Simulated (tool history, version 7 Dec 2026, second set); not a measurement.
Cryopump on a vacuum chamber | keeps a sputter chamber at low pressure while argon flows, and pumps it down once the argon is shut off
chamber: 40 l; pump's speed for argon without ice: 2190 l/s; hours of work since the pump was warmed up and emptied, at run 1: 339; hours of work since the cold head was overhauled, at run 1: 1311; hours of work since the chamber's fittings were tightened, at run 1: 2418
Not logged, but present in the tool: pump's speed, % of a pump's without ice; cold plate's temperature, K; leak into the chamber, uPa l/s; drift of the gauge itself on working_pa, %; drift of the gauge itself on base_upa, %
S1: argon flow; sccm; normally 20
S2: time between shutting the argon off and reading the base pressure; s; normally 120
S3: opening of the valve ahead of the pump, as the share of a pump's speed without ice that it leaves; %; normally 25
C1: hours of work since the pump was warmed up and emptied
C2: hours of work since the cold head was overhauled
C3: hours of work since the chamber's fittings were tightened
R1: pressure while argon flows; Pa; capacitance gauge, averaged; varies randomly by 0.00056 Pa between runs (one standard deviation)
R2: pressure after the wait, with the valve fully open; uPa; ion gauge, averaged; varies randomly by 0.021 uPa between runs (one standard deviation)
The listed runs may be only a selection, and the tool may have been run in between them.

{"run": 1, "hour": 0.0, "S1": 20, "S2": 120, "S3": 25, "C1": 339, "C2": 1311, "C3": 2418, "R1": 0.0654, "R2": 0.95}
{"run": 2, "hour": 38.4, "S1": 20, "S2": 120, "S3": 25, "C1": 370, "C2": 1342, "C3": 2449, "R1": 0.0655, "R2": 0.92}
{"run": 3, "hour": 83.9, "S1": 20, "S2": 120, "S3": 25, "C1": 406, "C2": 1379, "C3": 2486, "R1": 0.0659, "R2": 0.94}
{"run": 4, "hour": 126.9, "S1": 20, "S2": 175, "S3": 25, "C1": 441, "C2": 1413, "C3": 2521, "R1": 0.0673, "R2": 0.84}
{"hour": 142.7, "done": "pump warmed up, emptied and cooled again"}
{"run": 5, "hour": 169.9, "S1": 20, "S2": 175, "S3": 25, "C1": 22, "C2": 1444, "C3": 2551, "R1": 0.0618, "R2": 0.75}
{"run": 6, "hour": 214.3, "S1": 20, "S2": 120, "S3": 25, "C1": 58, "C2": 1480, "C3": 2587, "R1": 0.0628, "R2": 0.82}
{"run": 7, "hour": 253.8, "S1": 33, "S2": 120, "S3": 25, "C1": 90, "C2": 1512, "C3": 2619, "R1": 0.1045, "R2": 0.85}
{"run": 8, "hour": 277.7, "S1": 33, "S2": 120, "S3": 25, "C1": 109, "C2": 1531, "C3": 2638, "R1": 0.1037, "R2": 0.84}
{"run": 9, "hour": 308.4, "S1": 33, "S2": 120, "S3": 25, "C1": 134, "C2": 1556, "C3": 2663, "R1": 0.1044, "R2": 0.88}
{"run": 10, "hour": 336.5, "S1": 20, "S2": 120, "S3": 18, "C1": 156, "C2": 1578, "C3": 2686, "R1": 0.0874, "R2": 0.9}
{"run": 11, "hour": 365.8, "S1": 20, "S2": 120, "S3": 18, "C1": 180, "C2": 1602, "C3": 2709, "R1": 0.0872, "R2": 0.93}
{"run": 12, "hour": 385.4, "S1": 20, "S2": 120, "S3": 18, "C1": 196, "C2": 1618, "C3": 2725, "R1": 0.0874, "R2": 0.91}
{"run": 13, "hour": 428.6, "S1": 20, "S2": 120, "S3": 18, "C1": 231, "C2": 1653, "C3": 2760, "R1": 0.089, "R2": 1}
{"run": 14, "hour": 473.7, "S1": 20, "S2": 120, "S3": 18, "C1": 267, "C2": 1689, "C3": 2796, "R1": 0.0883, "R2": 0.96}
{"run": 15, "hour": 493.6, "S1": 20, "S2": 120, "S3": 18, "C1": 283, "C2": 1705, "C3": 2812, "R1": 0.0892, "R2": 0.96}
{"run": 16, "hour": 513.7, "S1": 20, "S2": 120, "S3": 25, "C1": 299, "C2": 1721, "C3": 2828, "R1": 0.0647, "R2": 0.97}
{"run": 17, "hour": 556.7, "S1": 20, "S2": 120, "S3": 25, "C1": 334, "C2": 1756, "C3": 2863, "R1": 0.0656, "R2": 0.97}
{"run": 18, "hour": 600.0, "S1": 20, "S2": 120, "S3": 25, "C1": 369, "C2": 1791, "C3": 2898, "R1": 0.0667, "R2": 1}
{"run": 19, "hour": 620.1, "S1": 20, "S2": 90, "S3": 25, "C1": 385, "C2": 1807, "C3": 2914, "R1": 0.0657, "R2": 1.13}
{"run": 20, "hour": 661.7, "S1": 20, "S2": 101, "S3": 25, "C1": 419, "C2": 1841, "C3": 2948, "R1": 0.0672, "R2": 1.14}
{"run": 21, "hour": 696.9, "S1": 29, "S2": 75, "S3": 44, "C1": 447, "C2": 1869, "C3": 2976, "R1": 0.0589, "R2": 1.27}
{"hour": 705.2, "done": "pump warmed up, emptied and cooled again"}
{"run": 22, "hour": 742.8, "S1": 20, "S2": 120, "S3": 45, "C1": 30, "C2": 1902, "C3": 3009, "R1": 0.0353, "R2": 0.88}

The next listed run, before its measurement:
{"hour": 773.3, "done": "leaking fittings of the chamber tightened, without venting"}
{"run": 23, "hour": 780.4, "S1": 20, "S2": 120, "S3": 45, "C1": 59, "C2": 1931, "C3": 6, "R1": "?", "R2": "?"}

R1: 0.0363 Pa
R2: 0.55 uPa
On a tool with no hidden condition, and with the same random variation, this run would have come out at R1 0.0355 Pa, R2 0.51 uPa.
